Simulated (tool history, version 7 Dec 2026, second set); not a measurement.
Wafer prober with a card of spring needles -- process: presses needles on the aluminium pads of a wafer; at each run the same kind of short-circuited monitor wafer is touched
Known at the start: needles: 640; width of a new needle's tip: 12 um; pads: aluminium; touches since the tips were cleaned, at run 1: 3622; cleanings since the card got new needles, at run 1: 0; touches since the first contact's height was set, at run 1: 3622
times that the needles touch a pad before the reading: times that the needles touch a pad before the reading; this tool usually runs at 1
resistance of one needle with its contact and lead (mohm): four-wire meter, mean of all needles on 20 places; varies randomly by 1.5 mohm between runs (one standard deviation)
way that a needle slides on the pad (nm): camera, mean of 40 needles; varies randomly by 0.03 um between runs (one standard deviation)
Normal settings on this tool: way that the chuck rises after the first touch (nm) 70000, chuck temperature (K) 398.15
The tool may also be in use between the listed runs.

| run | day | way that the chuck rises after the first touch (nm) | chuck temperature (K) | times that the needles touch a pad before the reading | touches since the tips were cleaned | cleanings since the card got new needles | touches since the first contact's height was set | resistance of one needle with its contact and lead (mohm) | way that a needle slides on the pad (nm) |
|---|---|---|---|---|---|---|---|---|---|
| 1 | 0.000 | 70000 | 398.15 | 1 | 3622 | 0 | 3622 | 160 | 12110 |
| 2 | 0.308 | 70000 | 398.15 | 1 | 6257 | 0 | 6257 | 165 | 12140 |
|  | 0.346 | tips cleaned on abrasive film |
| 3 | 0.625 | 70000 | 398.15 | 1 | 2422 | 1 | 8965 | 160 | 12040 |
| 4 | 0.971 | 70000 | 398.15 | 1 | 5376 | 1 | 11919 | 166 | 12050 |
|  | 1.100 | tips cleaned on abrasive film |
| 5 | 1.167 | 70000 | 398.15 | 1 | 587 | 2 | 13594 | 146 | 12050 |
| 6 | 1.483 | 70000 | 398.15 | 1 | 3301 | 2 | 16308 | 166 | 12000 |
| 7 | 1.650 | 70000 | 301.15 | 1 | 4717 | 2 | 17724 | 157 | 12060 |
|  | 1.850 | tips cleaned on abrasive film |
| 8 | 1.888 | 70000 | 301.15 | 1 | 321 | 3 | 19750 | 127 | 12050 |
| 9 | 2.208 | 70000 | 398.15 | 2 | 3083 | 3 | 22512 | 151 | 12030 |
| 10 | 2.504 | 70000 | 398.15 | 2 | 5611 | 3 | 25040 | 156 | 12050 |
|  | 2.633 | tips cleaned on abrasive film |
| 11 | 2.696 | 70000 | 398.15 | 2 | 516 | 4 | 26639 | 136 | 12010 |
| 12 | 3.071 | 70000 | 398.15 | 1 | 3762 | 4 | 29885 | 161 | 11990 |
|  | 3.392 | tips cleaned on abrasive film |
| 13 | 3.458 | 70000 | 398.15 | 3 | 568 | 5 | 33152 | 135 | 11920 |
| 14 | 3.638 | 70000 | 398.15 | 1 | 2127 | 5 | 34711 | 156 | 12020 |
| 15 | 3.900 | 74000 | 332.15 | 1 | 4371 | 5 | 36955 | 156 | 12690 |
| 16 | 4.067 | 56000 | 357.15 | 2 | 5800 | 5 | 38384 | 166 | 9560 |
|  | 4.146 | tips cleaned on abrasive film |
| 17 | 4.450 | 70000 | 344.15 | 1 | 2608 | 6 | 41641 | 155 | 11960 |
| 18 | 4.783 | 70000 | 364.15 | 1 | 5472 | 6 | 44505 | 168 | 11990 |
|  | 4.917 | tips cleaned on abrasive film |
| 19 | 5.092 | 70000 | 364.15 | 1 | 1531 | 7 | 47151 | 150 | 11920 |
| 20 | 5.388 | 78000 | 388.15 | 1 | 4048 | 7 | 49668 | 158 | 13350 |
|  | 5.667 | tips cleaned on abrasive film |
| 21 | 5.733 | 78000 | 371.15 | 2 | 577 | 8 | 52625 | 135 | 13300 |
| 22 | 5.962 | 78000 | 314.15 | 2 | 2531 | 8 | 54579 | 135 | 13330 |
| 23 | 6.333 | 78000 | 314.15 | 2 | 5732 | 8 | 57780 | 141 | 13310 |
|  | 6.450 | tips cleaned on abrasive film |
| 24 | 6.525 | 78000 | 314.15 | 2 | 652 | 9 | 59391 | 129 | 13280 |
| 25 | 6.758 | 90000 | 398.15 | 2 | 2657 | 9 | 61396 | 142 | 15400 |
| 26 | 7.138 | 90000 | 321.15 | 1 | 5906 | 9 | 64645 | 147 | 15370 |
|  | 7.217 | tips cleaned on abrasive film |
| 27 | 7.488 | 52000 | 319.15 | 1 | 2311 | 10 | 67603 | 174 | 8760 |
| 28 | 7.708 | 52000 | 319.15 | 1 | 4218 | 10 | 69510 | 188 | 8820 |

A few steps of resistance of one needle with its contact and lead (mohm) between consecutive runs. Split each: what settings, incoming material and random variation would produce without the hidden state, and what is left over for the hidden state, along with gauge scatter present in only one of the two compared results (measured, and without hidden state):
Hidden conditions of the tool in this case: debris on the tips, nm; way that the needles fall short of the set height, um; tips' diameter, um; drift of the gauge itself on contact_mohm, %; drift of the gauge itself on scrub_um, %.
Run 7 -> 8: tips cleaned on abrasive film. resistance of one needle with its contact and lead (mohm) -30: hidden state -31, all else +1.
Run 12 -> 13: times that the needles touch a pad before the reading 1 -> 3, tips cleaned on abrasive film. resistance of one needle with its contact and lead (mohm) -26: hidden state -27, all else +1.
Run 26 -> 27: way that the chuck rises after the first touch (nm) 90000 -> 52000, chuck temperature (K) 321.15 -> 319.15, tips cleaned on abrasive film. resistance of one needle with its contact and lead (mohm) +27: hidden state +21, all else +6.
